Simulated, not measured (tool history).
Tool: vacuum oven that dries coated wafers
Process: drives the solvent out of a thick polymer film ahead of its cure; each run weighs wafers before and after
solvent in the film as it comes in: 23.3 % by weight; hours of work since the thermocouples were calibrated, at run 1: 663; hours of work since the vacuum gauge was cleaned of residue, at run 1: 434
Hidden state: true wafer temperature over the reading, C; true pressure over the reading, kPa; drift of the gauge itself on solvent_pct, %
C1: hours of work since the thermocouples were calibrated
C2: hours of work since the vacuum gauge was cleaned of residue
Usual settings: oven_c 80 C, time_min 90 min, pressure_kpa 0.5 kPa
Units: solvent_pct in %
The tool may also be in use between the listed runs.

{"run": 1, "hour": 0.0, "oven_c": 80, "time_min": 90, "pressure_kpa": 0.5, "C1": 663, "C2": 434, "solvent_pct": 2.48}
{"run": 2, "hour": 12.0, "oven_c": 80, "time_min": 90, "pressure_kpa": 0.5, "C1": 672, "C2": 443, "solvent_pct": 2.45}
{"run": 3, "hour": 19.8, "oven_c": 80, "time_min": 90, "pressure_kpa": 0.5, "C1": 678, "C2": 449, "solvent_pct": 2.37}
{"run": 4, "hour": 36.6, "oven_c": 80, "time_min": 90, "pressure_kpa": 0.5, "C1": 691, "C2": 462, "solvent_pct": 2.45}
{"run": 5, "hour": 52.0, "oven_c": 80, "time_min": 90, "pressure_kpa": 0.97, "C1": 702, "C2": 474, "solvent_pct": 2.77}
{"run": 6, "hour": 60.2, "oven_c": 80, "time_min": 90, "pressure_kpa": 0.5, "C1": 708, "C2": 480, "solvent_pct": 2.36}
{"run": 7, "hour": 72.1, "oven_c": 80, "time_min": 90, "pressure_kpa": 0.5, "C1": 717, "C2": 489, "solvent_pct": 2.43}
{"run": 8, "hour": 85.4, "oven_c": 80, "time_min": 90, "pressure_kpa": 0.5, "C1": 727, "C2": 499, "solvent_pct": 2.4}
{"run": 9, "hour": 95.9, "oven_c": 80, "time_min": 90, "pressure_kpa": 0.5, "C1": 735, "C2": 506, "solvent_pct": 2.4}
{"run": 10, "hour": 104.9, "oven_c": 80, "time_min": 90, "pressure_kpa": 0.5, "C1": 742, "C2": 513, "solvent_pct": 2.38}
{"run": 11, "hour": 112.9, "oven_c": 80, "time_min": 90, "pressure_kpa": 1.595, "C1": 748, "C2": 519, "solvent_pct": 3.18}
{"run": 12, "hour": 124.8, "oven_c": 80, "time_min": 90, "pressure_kpa": 1.595, "C1": 757, "C2": 528, "solvent_pct": 3.24}
{"run": 13, "hour": 138.7, "oven_c": 80, "time_min": 90, "pressure_kpa": 1.595, "C1": 767, "C2": 539, "solvent_pct": 3.22}
{"run": 14, "hour": 149.2, "oven_c": 80, "time_min": 90, "pressure_kpa": 1.684, "C1": 775, "C2": 547, "solvent_pct": 3.25}
{"run": 15, "hour": 162.2, "oven_c": 80, "time_min": 90, "pressure_kpa": 1.684, "C1": 785, "C2": 556, "solvent_pct": 3.25}
{"run": 16, "hour": 176.0, "oven_c": 80, "time_min": 90, "pressure_kpa": 1.684, "C1": 795, "C2": 567, "solvent_pct": 3.22}
{"run": 17, "hour": 192.1, "oven_c": 80, "time_min": 90, "pressure_kpa": 1.684, "C1": 808, "C2": 579, "solvent_pct": 3.24}
{"run": 18, "hour": 205.5, "oven_c": 80, "time_min": 90, "pressure_kpa": 1.684, "C1": 818, "C2": 589, "solvent_pct": 3.29}
{"run": 19, "hour": 220.7, "oven_c": 80, "time_min": 90, "pressure_kpa": 1.684, "C1": 829, "C2": 600, "solvent_pct": 3.24}
{"run": 20, "hour": 234.3, "oven_c": 80, "time_min": 125, "pressure_kpa": 1.684, "C1": 839, "C2": 610, "solvent_pct": 2.14}
{"run": 21, "hour": 242.2, "oven_c": 80, "time_min": 125, "pressure_kpa": 1.684, "C1": 845, "C2": 616, "solvent_pct": 2.16}
{"run": 22, "hour": 251.6, "oven_c": 80, "time_min": 125, "pressure_kpa": 1.684, "C1": 852, "C2": 624, "solvent_pct": 2.13}
{"run": 23, "hour": 259.8, "oven_c": 80, "time_min": 125, "pressure_kpa": 1.684, "C1": 858, "C2": 630, "solvent_pct": 2.16}
{"run": 24, "hour": 271.6, "oven_c": 80, "time_min": 125, "pressure_kpa": 1.684, "C1": 867, "C2": 639, "solvent_pct": 2.15}
{"run": 25, "hour": 279.7, "oven_c": 70, "time_min": 52, "pressure_kpa": 1.634, "C1": 873, "C2": 645, "solvent_pct": 9.4}
{"run": 26, "hour": 290.3, "oven_c": 70, "time_min": 82, "pressure_kpa": 0.507, "C1": 881, "C2": 653, "solvent_pct": 5.54}
{"run": 27, "hour": 298.9, "oven_c": 66, "time_min": 67, "pressure_kpa": 1.111, "C1": 888, "C2": 659, "solvent_pct": 8.71}
{"run": 28, "hour": 314.3, "oven_c": 66, "time_min": 67, "pressure_kpa": 1.111, "C1": 899, "C2": 671, "solvent_pct": 8.56}
{"run": 29, "hour": 330.4, "oven_c": 66, "time_min": 47, "pressure_kpa": 1.117, "C1": 912, "C2": 683, "solvent_pct": 10.84}
{"run": 30, "hour": 339.9, "oven_c": 88, "time_min": 90, "pressure_kpa": 0.5, "C1": 919, "C2": 690, "solvent_pct": 1.19}
{"run": 31, "hour": 347.9, "oven_c": 72, "time_min": 150, "pressure_kpa": 0.727, "C1": 925, "C2": 696, "solvent_pct": 2.15}
{"run": 32, "hour": 356.6, "oven_c": 72, "time_min": 150, "pressure_kpa": 0.727, "C1": 931, "C2": 702, "solvent_pct": 2.09}
{"run": 33, "hour": 367.8, "oven_c": 72, "time_min": 69, "pressure_kpa": 0.48, "C1": 940, "C2": 711, "solvent_pct": 5.97}
{"run": 34, "hour": 376.6, "oven_c": 75, "time_min": 147, "pressure_kpa": 1.034, "C1": 946, "C2": 718, "solvent_pct": 1.96}
{"run": 35, "hour": 385.5, "oven_c": 66, "time_min": 75, "pressure_kpa": 0.257, "C1": 953, "C2": 724, "solvent_pct": 7.03}
{"run": 36, "hour": 399.4, "oven_c": 66, "time_min": 75, "pressure_kpa": 0.257, "C1": 963, "C2": 735, "solvent_pct": 7.03}
{"run": 37, "hour": 415.4, "oven_c": 80, "time_min": 90, "pressure_kpa": 1.478, "C1": 975, "C2": 747, "solvent_pct": 3.1}
{"run": 38, "hour": 426.6, "oven_c": 80, "time_min": 69, "pressure_kpa": 0.5, "C1": 984, "C2": 755, "solvent_pct": 3.71}
{"run": 39, "hour": 435.0, "oven_c": 80, "time_min": 69, "pressure_kpa": 0.5, "C1": 990, "C2": 761, "solvent_pct": 3.77}
{"run": 40, "hour": 445.5, "oven_c": 80, "time_min": 136, "pressure_kpa": 0.5, "C1": 998, "C2": 769, "solvent_pct": 1.05}
{"run": 41, "hour": 458.9, "oven_c": 80, "time_min": 136, "pressure_kpa": 0.5, "C1": 1008, "C2": 779, "solvent_pct": 1.07}
{"run": 42, "hour": 467.3, "oven_c": 79, "time_min": 157, "pressure_kpa": 0.256, "C1": 1014, "C2": 786, "solvent_pct": 0.74}
{"run": 43, "hour": 474.5, "oven_c": 83, "time_min": 90, "pressure_kpa": 1.552, "C1": 1020, "C2": 791, "solvent_pct": 2.54}
{"run": 44, "hour": 484.1, "oven_c": 84, "time_min": 63, "pressure_kpa": 1.933, "C1": 1027, "C2": 798, "solvent_pct": 4.2}
{"run": 45, "hour": 499.3, "oven_c": 84, "time_min": 63, "pressure_kpa": 1.933, "C1": 1039, "C2": 810, "solvent_pct": 4.24}
{"run": 46, "hour": 509.2, "oven_c": 74, "time_min": 63, "pressure_kpa": 1.161, "C1": 1046, "C2": 817, "solvent_pct": 6.56}

Forecast each of these 4 alternatives for the next run:
{"run": "A", "hour": 517.1, "oven_c": 80, "time_min": 92, "pressure_kpa": 0.5, "C1": 1052, "C2": 823, "solvent_pct": "?"}
{"run": "B", "hour": 517.1, "oven_c": 92, "time_min": 155, "pressure_kpa": 0.339, "C1": 1052, "C2": 823, "solvent_pct": "?"}
{"run": "C", "hour": 517.1, "oven_c": 80, "time_min": 121, "pressure_kpa": 0.29, "C1": 1052, "C2": 823, "solvent_pct": "?"}
{"run": "D", "hour": 517.1, "oven_c": 82, "time_min": 90, "pressure_kpa": 0.863, "C1": 1052, "C2": 823, "solvent_pct": "?"}

run=A solvent_pct=2.32
run=B solvent_pct=0.21
run=C solvent_pct=1.21
run=D solvent_pct=2.24
Without the tool's hidden state the same runs would have given:
run=A solvent_pct=2.33
run=B solvent_pct=0.21
run=C solvent_pct=1.21
run=D solvent_pct=2.25
